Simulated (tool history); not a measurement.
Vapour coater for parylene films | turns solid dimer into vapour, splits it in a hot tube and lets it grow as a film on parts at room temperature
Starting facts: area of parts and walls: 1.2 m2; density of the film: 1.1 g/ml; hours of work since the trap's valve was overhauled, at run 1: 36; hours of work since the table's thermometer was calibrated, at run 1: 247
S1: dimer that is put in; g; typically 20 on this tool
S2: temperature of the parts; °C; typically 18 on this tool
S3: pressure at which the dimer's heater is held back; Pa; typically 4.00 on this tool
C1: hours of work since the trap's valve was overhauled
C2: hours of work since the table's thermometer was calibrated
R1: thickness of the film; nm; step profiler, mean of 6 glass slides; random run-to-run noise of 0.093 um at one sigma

run 1 hour=0.0 | S1=20 S2=18 S3=4.00 | C1=36 C2=247 | R1=11410
run 2 hour=29.2 | S1=20 S2=18 S3=4.00 | C1=56 C2=268 | R1=11170
run 3 hour=47.8 | S1=20 S2=18 S3=4.00 | C1=69 C2=281 | R1=11400
run 4 hour=75.9 | S1=20 S2=18 S3=4.00 | C1=89 C2=300 | R1=11320
run 5 hour=93.4 | S1=20 S2=25 S3=4.00 | C1=101 C2=313 | R1=8520
run 6 hour=111.8 | S1=20 S2=18 S3=2.38 | C1=114 C2=326 | R1=11800
run 7 hour=141.3 | S1=20 S2=13 S3=4.00 | C1=135 C2=346 | R1=14270
run 8 hour=159.4 | S1=20 S2=13 S3=4.00 | C1=148 C2=359 | R1=14100
run 9 hour=183.2 | S1=20 S2=13 S3=4.00 | C1=165 C2=376 | R1=13890
run 10 hour=209.0 | S1=20 S2=13 S3=4.00 | C1=183 C2=394 | R1=13670
run 11 hour=237.7 | S1=20 S2=13 S3=4.00 | C1=203 C2=414 | R1=13950

What does the tool deliver on the next run?
run 12 hour=261.2 | S1=20 S2=13 S3=4.00 | C1=219 C2=431 | R1=?

{"run 12": {"R1": 13910}}
Were there no unlogged condition in the tool, this run, its random variation unchanged, would have produced R1 13930 nm.
